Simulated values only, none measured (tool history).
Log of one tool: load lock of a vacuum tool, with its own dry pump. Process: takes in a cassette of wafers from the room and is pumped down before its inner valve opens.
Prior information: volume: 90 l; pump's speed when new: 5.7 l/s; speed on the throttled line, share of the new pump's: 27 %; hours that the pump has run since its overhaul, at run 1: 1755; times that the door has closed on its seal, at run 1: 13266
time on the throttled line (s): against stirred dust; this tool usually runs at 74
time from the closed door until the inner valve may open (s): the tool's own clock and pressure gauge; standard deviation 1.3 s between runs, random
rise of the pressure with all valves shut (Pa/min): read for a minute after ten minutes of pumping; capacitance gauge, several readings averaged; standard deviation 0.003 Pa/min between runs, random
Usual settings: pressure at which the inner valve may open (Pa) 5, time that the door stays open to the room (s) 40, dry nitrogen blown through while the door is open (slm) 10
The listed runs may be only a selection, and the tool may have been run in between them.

| run | hour | time on the throttled line (s) | pressure at which the inner valve may open (Pa) | time that the door stays open to the room (s) | dry nitrogen blown through while the door is open (slm) | hours that the pump has run since its overhaul | times that the door has closed on its seal | incoming humidity of the room's air, % | time from the closed door until the inner valve may open (s) | rise of the pressure with all valves shut (Pa/min) |
|---|---|---|---|---|---|---|---|---|---|---|
| 1 | 0 | 74 | 5 | 40 | 10 | 1755 | 13266 | 44.6 | 212.4 | 0.094 |
| 2 | 205.7 | 74 | 5 | 40 | 10 | 1960 | 13961 | 45.9 | 213 | 0.107 |
| 3 | 419.2 | 74 | 5 | 40 | 10 | 2174 | 14681 | 45.5 | 213.7 | 0.109 |
| 4 | 648.5 | 74 | 5 | 40 | 10 | 2403 | 15456 | 44.2 | 213.7 | 0.116 |
| 5 | 994.9 | 74 | 5 | 40 | 10 | 2750 | 16625 | 40.2 | 213 | 0.129 |
| 6 | 1325.8 | 74 | 5 | 95 | 10 | 3080 | 17742 | 41.3 | 216.7 | 0.142 |
| 7 | 1672.2 | 74 | 5 | 165 | 10 | 3427 | 18911 | 45.2 | 215.1 | 0.172 |
| 8 | 1919.8 | 74 | 5 | 165 | 10 | 3675 | 19747 | 46.1 | 218.4 | 0.18 |
| 9 | 2101.1 | 74 | 5 | 165 | 10 | 3856 | 20359 | 45.2 | 217.1 | 0.182 |
| 10 | 2324.6 | 74 | 5 | 165 | 10 | 4079 | 21113 | 44.5 | 216.6 | 0.203 |
| 11 | 2532.9 | 74 | 5 | 165 | 10 | 4288 | 21817 | 42.5 | 216.4 | 0.199 |
| 12 | 2922.5 | 74 | 5 | 40 | 10 | 4677 | 23132 | 43.2 | 220.1 | 0.192 |
| 13 | 3118.8 | 74 | 5 | 40 | 10 | 4873 | 23794 | 44.7 | 220 | 0.196 |
| 14 | 3381.4 | 74 | 5 | 40 | 10 | 5136 | 24681 | 48.7 | 217.1 | 0.204 |
| 15 | 3627.2 | 74 | 5 | 40 | 10 | 5382 | 25511 | 43.8 | 220.7 | 0.218 |
| 16 | 3934.9 | 42 | 5 | 40 | 10 | 5690 | 26550 | 43.8 | 198 | 0.225 |
| 17 | 4188 | 74 | 7 | 40 | 10 | 5943 | 27404 | 45.5 | 211.8 | 0.241 |
| 18 | 4601.5 | 74 | 5 | 40 | 10 | 6356 | 28800 | 45.1 | 218.5 | 0.256 |
| 19 | 4834.8 | 99 | 5 | 40 | 10 | 6590 | 29587 | 48.5 | 239.6 | 0.268 |
| 20 | 5226.3 | 125 | 5 | 25 | 10 | 6981 | 30909 | 45 | 256.8 | 0.28 |
| 21 | 5468.1 | 74 | 5 | 27 | 10 | 7223 | 31725 | 46.8 | 224.2 | 0.291 |
| 22 | 5815.7 | 37 | 7 | 209 | 10 | 7570 | 32899 | 47.6 | 190 | 0.341 |
| 23 | 6207.1 | 74 | 8 | 42 | 10 | 7962 | 34220 | 44.8 | 214.9 | 0.337 |
| 24 | 6512.3 | 40 | 5 | 40 | 10 | 8267 | 35250 | 47.3 | 199.3 | 0.348 |
| 25 | 6861.8 | 40 | 5 | 40 | 21 | 8617 | 36430 | 44.2 | 202.4 | 0.358 |
| 26 | 7102.6 | 74 | 5 | 40 | 10 | 8857 | 37243 | 43.2 | 224 | 0.373 |
| 27 | 7523.7 | 103 | 5 | 120 | 10 | 9278 | 38665 | 48.6 | 244.9 | 0.422 |
| 28 | 7737.8 | 74 | 7 | 40 | 10 | 9492 | 39387 | 42 | 220.4 | 0.415 |
| 29 | 8016.6 | 74 | 7 | 40 | 10 | 9771 | 40328 | 44 | 219.5 | 0.431 |
|  | 8290.2 | door's seal changed, seat wiped |
| 30 | 8362.7 | 110 | 7 | 40 | 10 | 10116 | 245 | 46.5 | 246.5 | 0.026 |
| 31 | 8686.7 | 111 | 4 | 28 | 15 | 10440 | 1338 | 43.6 | 258.2 | 0.023 |
| 32 | 8982.5 | 111 | 4 | 28 | 15 | 10736 | 2337 | 40.1 | 257.3 | 0.026 |

Predict the results of run 33:
| 33 | 9239 | 111 | 4 | 28 | 15 | 10992 | 3203 | 41.1 | ? | ? |

time from the closed door until the inner valve may open (s): 259.2
rise of the pressure with all valves shut (Pa/min): 0.027
On a tool with no hidden condition, and with the same random variation, this run would have come out at time from the closed door until the inner valve may open (s) 242.2, rise of the pressure with all valves shut (Pa/min) 0.016.
